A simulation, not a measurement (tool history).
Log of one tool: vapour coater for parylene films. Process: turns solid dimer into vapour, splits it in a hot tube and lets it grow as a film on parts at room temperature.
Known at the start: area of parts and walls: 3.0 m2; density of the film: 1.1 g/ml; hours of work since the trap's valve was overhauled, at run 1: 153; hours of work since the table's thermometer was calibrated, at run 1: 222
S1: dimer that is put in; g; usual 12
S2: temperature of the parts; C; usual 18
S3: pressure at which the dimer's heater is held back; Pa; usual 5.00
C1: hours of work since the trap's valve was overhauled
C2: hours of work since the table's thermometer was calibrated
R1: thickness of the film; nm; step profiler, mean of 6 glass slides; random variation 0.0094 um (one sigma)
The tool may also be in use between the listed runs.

run     day  S1  S2     S3   C1   C2    R1
  1   0.000  12  18   5.00  153  222  1841
  2   0.650  12  18   5.00  161  230  1822
  3   1.150  12  18   5.00  167  236  1832
  4   1.821  12  14   5.00  175  244  2074
  5   2.325  12  18   5.79  181  250  1798
  6   3.004  12  18   5.79  189  258  1808
  7   3.654  12  18   5.79  197  266  1775
  8   3.967  12  18   5.79  201  270  1788
  9   4.346   7  18   5.00  205  274  1053
 10   4.983  12  18   2.30  213  282  1873
 11   5.325  12  27   2.30  217  286  1395
 12   5.862  18  18   5.00  224  293  2697
 13   6.575  18  13   5.00  232  301  3152
 14   7.133  16  23   5.00  239  308  2031
      7.267  -- gauge calibrated
 15   7.754  12  19   5.00  247  316  1771
 16   8.229  12  11   5.83  252  321  2272
 17   8.783  12  11   5.83  259  328  2262
 18   9.354   8  14  10.82  266  335  1314
 19   9.892  14  18   5.44  272  341  2100
 20  10.229  12  16   2.52  277  345  1992
 21  10.821  13  10   7.25  284  353  2468
 22  11.500  13  10   7.25  292  361  2482
 23  11.888   6  18   5.53  297  366   908
 24  12.483  21  27   8.83  304  373  2288
 25  13.042  21  27   8.83  311  379  2281
 26  13.404   5  11   3.41  315  384   955

Forecast each of these 3 alternatives for the next run:
  A  13.846   8  18  5.00  320  389   ?
  B  13.846  12  24  7.06  320  389   ?
  C  13.846   9  22  4.31  320  389   ?

run    R1
  A  1190
  B  1452
  C  1176
Without the tool's hidden state the same runs would have given:
run    R1
  A  1222
  B  1490
  C  1207
